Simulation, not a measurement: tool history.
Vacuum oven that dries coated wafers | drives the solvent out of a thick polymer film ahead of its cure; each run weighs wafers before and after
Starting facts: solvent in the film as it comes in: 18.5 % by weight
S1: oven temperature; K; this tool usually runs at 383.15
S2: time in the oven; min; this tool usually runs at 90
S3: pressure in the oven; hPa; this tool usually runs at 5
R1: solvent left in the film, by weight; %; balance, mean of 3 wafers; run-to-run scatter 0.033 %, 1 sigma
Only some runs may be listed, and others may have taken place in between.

run 1 hour=0 | S1=383.15 S2=90 S3=5 | R1=1.72
run 2 hour=35.2 | S1=383.15 S2=90 S3=5 | R1=1.75
run 3 hour=58.6 | S1=383.15 S2=90 S3=5 | R1=1.7
run 4 hour=86.5 | S1=383.15 S2=90 S3=5 | R1=1.74
run 5 hour=105.6 | S1=383.15 S2=90 S3=5 | R1=1.71
run 6 hour=133.2 | S1=383.15 S2=90 S3=12.18 | R1=2.12
run 7 hour=151.8 | S1=383.15 S2=90 S3=12.18 | R1=2.15
run 8 hour=167.2 | S1=383.15 S2=90 S3=12.18 | R1=2.18
run 9 hour=199.2 | S1=384.15 S2=90 S3=12.18 | R1=1.92
run 10 hour=230.7 | S1=384.15 S2=90 S3=12.18 | R1=1.93
-- hour=244.9 oven's thermocouples calibrated
run 11 hour=249.8 | S1=384.15 S2=90 S3=12.18 | R1=2.22
run 12 hour=270.6 | S1=383.15 S2=90 S3=9.33 | R1=2.39
run 13 hour=306.1 | S1=383.15 S2=90 S3=9.33 | R1=2.36
run 14 hour=326.8 | S1=383.15 S2=90 S3=9.33 | R1=2.3
run 15 hour=358.4 | S1=393.15 S2=90 S3=5 | R1=0.56
run 16 hour=387.7 | S1=393.15 S2=90 S3=5 | R1=0.5
run 17 hour=410.9 | S1=381.15 S2=90 S3=5 | R1=2.59
run 18 hour=443.2 | S1=381.15 S2=90 S3=5 | R1=2.56
run 19 hour=471.9 | S1=383.15 S2=101 S3=5 | R1=1.59
run 20 hour=491 | S1=383.15 S2=101 S3=6.17 | R1=1.74
run 21 hour=523.4 | S1=395.15 S2=101 S3=6.17 | R1=0.41
run 22 hour=546.3 | S1=393.15 S2=90 S3=5 | R1=0.57
run 23 hour=579.2 | S1=393.15 S2=90 S3=5 | R1=0.53
run 24 hour=605 | S1=389.15 S2=52 S3=13.27 | R1=3
run 25 hour=625.4 | S1=389.15 S2=52 S3=13.27 | R1=3.01
run 26 hour=649.3 | S1=388.15 S2=92 S3=18.94 | R1=1.78
run 27 hour=678.8 | S1=388.15 S2=92 S3=18.94 | R1=1.81
run 28 hour=696.5 | S1=373.15 S2=131 S3=4.88 | R1=3.27
run 29 hour=713.2 | S1=378.15 S2=131 S3=4.88 | R1=1.9
run 30 hour=732.1 | S1=378.15 S2=131 S3=4.88 | R1=1.95
run 31 hour=753.1 | S1=378.15 S2=131 S3=4.88 | R1=1.89
run 32 hour=789 | S1=392.15 S2=87 S3=3.33 | R1=0.55
run 33 hour=806 | S1=392.15 S2=87 S3=3.33 | R1=0.55
run 34 hour=830.6 | S1=392.15 S2=87 S3=3.33 | R1=0.61
run 35 hour=866.1 | S1=390.15 S2=90 S3=10.88 | R1=1.08

For run 36, what comes out?
run 36 hour=890.5 | S1=369.15 S2=137 S3=12.02 | R1=?

Run 36 produced R1 5.11 %.
The same run, on a tool lacking any hidden state, would have yielded R1 5.06 %.

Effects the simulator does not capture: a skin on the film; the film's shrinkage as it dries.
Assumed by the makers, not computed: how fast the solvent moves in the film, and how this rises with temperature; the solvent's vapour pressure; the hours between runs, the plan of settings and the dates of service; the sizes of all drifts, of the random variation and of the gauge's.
